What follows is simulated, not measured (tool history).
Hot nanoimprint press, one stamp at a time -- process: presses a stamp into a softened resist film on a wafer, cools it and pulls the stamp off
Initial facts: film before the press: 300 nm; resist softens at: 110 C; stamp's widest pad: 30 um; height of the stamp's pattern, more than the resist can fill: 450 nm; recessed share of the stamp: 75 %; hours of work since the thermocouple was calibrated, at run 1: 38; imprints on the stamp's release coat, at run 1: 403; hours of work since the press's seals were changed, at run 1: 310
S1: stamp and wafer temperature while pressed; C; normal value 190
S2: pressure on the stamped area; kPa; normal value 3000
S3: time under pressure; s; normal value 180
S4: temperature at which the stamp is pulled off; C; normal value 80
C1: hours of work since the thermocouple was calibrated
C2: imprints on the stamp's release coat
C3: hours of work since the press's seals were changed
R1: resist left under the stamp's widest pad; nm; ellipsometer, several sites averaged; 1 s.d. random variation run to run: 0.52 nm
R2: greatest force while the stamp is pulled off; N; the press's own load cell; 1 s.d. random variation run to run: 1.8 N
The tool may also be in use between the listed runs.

run   hour   S1    S2   S3  S4   C1   C2   C3     R1   R2
  1    0.0  190  3000  180  80   38  403  310  123.4  221
  2   74.4  190  3000  180  80   78  618  350  124.0  221
     140.9  -- stamp cleaned and given a new release coat
  3  153.1  190  3000  125  80  116   35  389  144.0  221
  4  185.8  190  3000  180  80  134  130  406  123.3  217
  5  256.1  193  3000  180  80  171  333  443  110.6  217
  6  294.9  190  3000  180  80  192  445  464  123.0  222
  7  336.3  190  3000  180  80  214  565  486  124.5  219
  8  373.6  180  2400  180  74  234  673  506  189.1  230
     417.4  -- stamp cleaned and given a new release coat
  9  453.6  181  2400  180  74  273  104  545  182.7  228
 10  525.7  187  4570  180  80  311  313  584  114.7  220
 11  596.1  180  1960  261  69  349  516  621  177.9  242
 12  636.8  197  3000  251  80  370  634  643   82.7  219
 13  683.4  195  2010  322  83  395  769  667   94.7  217

How the hidden state differs across the entries between the runs, from the last listed run before each to the first after it:
Run 2 -> run 3: stamp cleaned and given a new release coat (hour 140.9)
  true temperature over the reading, C: -0.01 -> -0.02; pressure that arrives at the usual setting, %: 99.87 -> 99.85; grip of the stamp's worn release coat, % over a new coat's: 0.4 -> 0; drift of the gauge itself on residual_nm, %: -0.12 -> -0.23
  measured less the result without the state, R1: +0.0 -> -0.2 nm
Run 8 -> run 9: stamp cleaned and given a new release coat (hour 417.4)
  true temperature over the reading, C: -0.03 -> -0.04; pressure that arrives at the usual setting, %: 99.8 -> 99.78; grip of the stamp's worn release coat, % over a new coat's: 0.5 -> 0.1; drift of the gauge itself on residual_nm, %: -0.58 -> -0.69
  measured less the result without the state, R1: -0.9 -> -0.9 nm

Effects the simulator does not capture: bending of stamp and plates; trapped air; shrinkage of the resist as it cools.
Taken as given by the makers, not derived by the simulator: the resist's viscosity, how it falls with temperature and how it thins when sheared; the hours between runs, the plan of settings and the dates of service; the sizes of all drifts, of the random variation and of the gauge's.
